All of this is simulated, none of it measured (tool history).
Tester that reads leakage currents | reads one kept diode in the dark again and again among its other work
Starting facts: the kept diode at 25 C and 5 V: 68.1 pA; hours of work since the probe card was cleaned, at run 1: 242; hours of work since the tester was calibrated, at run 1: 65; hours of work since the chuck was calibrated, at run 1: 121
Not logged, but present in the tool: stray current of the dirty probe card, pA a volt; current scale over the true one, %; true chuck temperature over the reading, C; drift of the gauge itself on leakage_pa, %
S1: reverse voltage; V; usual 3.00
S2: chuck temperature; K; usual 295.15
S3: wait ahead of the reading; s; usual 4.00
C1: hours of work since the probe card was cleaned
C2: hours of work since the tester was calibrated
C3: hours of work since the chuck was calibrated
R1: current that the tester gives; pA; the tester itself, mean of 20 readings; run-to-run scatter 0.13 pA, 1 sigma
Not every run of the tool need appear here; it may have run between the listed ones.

run	hour	S1	S2	S3	C1	C2	C3	R1
1	0.0	3.00	295.15	4.00	242	65	121	40.26
2	34.4	3.00	305.15	4.00	268	92	148	92.06
3	88.4	3.00	295.15	4.00	310	133	189	40.33
4	144.1	5.98	295.15	4.00	353	176	232	58.78
5	185.5	3.00	295.15	4.00	385	208	264	40.63
6	243.4	3.00	295.15	4.00	429	253	309	40.60
7	290.6	3.00	295.15	4.00	466	289	345	40.43
8	317.9	3.00	295.15	4.00	487	310	366	40.46
9	349.0	3.00	295.15	0.43	511	334	390	42.57
10	401.8	2.02	295.15	4.00	551	375	430	32.78
11	429.6	2.02	295.15	4.00	573	396	452	32.60
12	460.1	2.02	295.15	4.00	596	420	475	32.53
13	506.5	2.02	295.15	4.00	632	455	511	32.70
14	531.3	3.00	295.15	4.00	651	474	530	40.42
15	568.7	3.00	295.15	8.48	680	503	559	40.16
16	622.7	3.00	295.15	8.48	721	545	601	40.40
17	672.8	3.00	295.15	8.48	760	583	639	40.35
18	706.7	3.00	295.15	8.48	786	609	665	40.43
19	739.0	3.00	295.15	8.48	811	634	690	40.57
20	765.1	3.00	295.15	4.46	831	654	710	40.71
21	809.9	3.00	295.15	4.46	865	689	745	40.30
22	833.6	3.00	295.15	4.46	884	707	763	40.72
23	877.1	3.00	295.15	4.46	917	741	796	40.48
24	924.9	1.54	321.15	0.36	954	777	833	217.54
25	983.2	1.54	321.15	0.43	999	822	878	218.18
26	1012.4	1.42	308.15	0.40	1021	845	901	79.09
27	1052.5	1.42	295.15	1.06	1052	876	931	27.34
28	1104.3	5.79	328.15	4.23	1092	915	971	722.55
29	1128.3	11.53	295.15	6.99	1110	934	990	83.87
30	1154.7	8.35	293.15	6.99	1131	954	1010	59.21
31	1201.7	13.81	293.15	6.99	1167	990	1046	77.34
32	1231.5	3.00	304.15	4.00	1190	1013	1069	85.65
33	1272.2	3.00	304.15	4.00	1221	1045	1101	84.94
34	1297.1	3.00	297.15	4.85	1240	1064	1120	48.02
35	1341.9	3.00	297.15	4.85	1275	1098	1154	47.86
36	1395.1	3.00	297.15	4.85	1316	1139	1195	47.87
37	1421.1	1.77	331.15	2.31	1336	1159	1215	467.91
38	1468.7	3.00	295.15	3.58	1372	1196	1252	40.61
39	1495.4	13.65	298.15	0.36	1393	1216	1272	128.50
# hour 1506.0: chuck's temperature calibrated
40	1528.7	13.65	298.15	0.36	1417	1241	17	129.51
41	1577.3	1.07	323.15	3.15	1455	1278	55	206.08

Forecast each of these 3 alternatives for the next run:
A	1619.3	1.15	298.15	3.59	1487	1310	87	?
B	1619.3	7.93	294.15	2.62	1487	1310	87	?
C	1619.3	3.00	295.15	7.85	1487	1310	87	?

run	R1
A	31.15
B	63.15
C	40.18
Take away the tool's hidden state, keep each run's random variation, and the runs would have read:
run	R1
A	31.15
B	63.13
C	40.17

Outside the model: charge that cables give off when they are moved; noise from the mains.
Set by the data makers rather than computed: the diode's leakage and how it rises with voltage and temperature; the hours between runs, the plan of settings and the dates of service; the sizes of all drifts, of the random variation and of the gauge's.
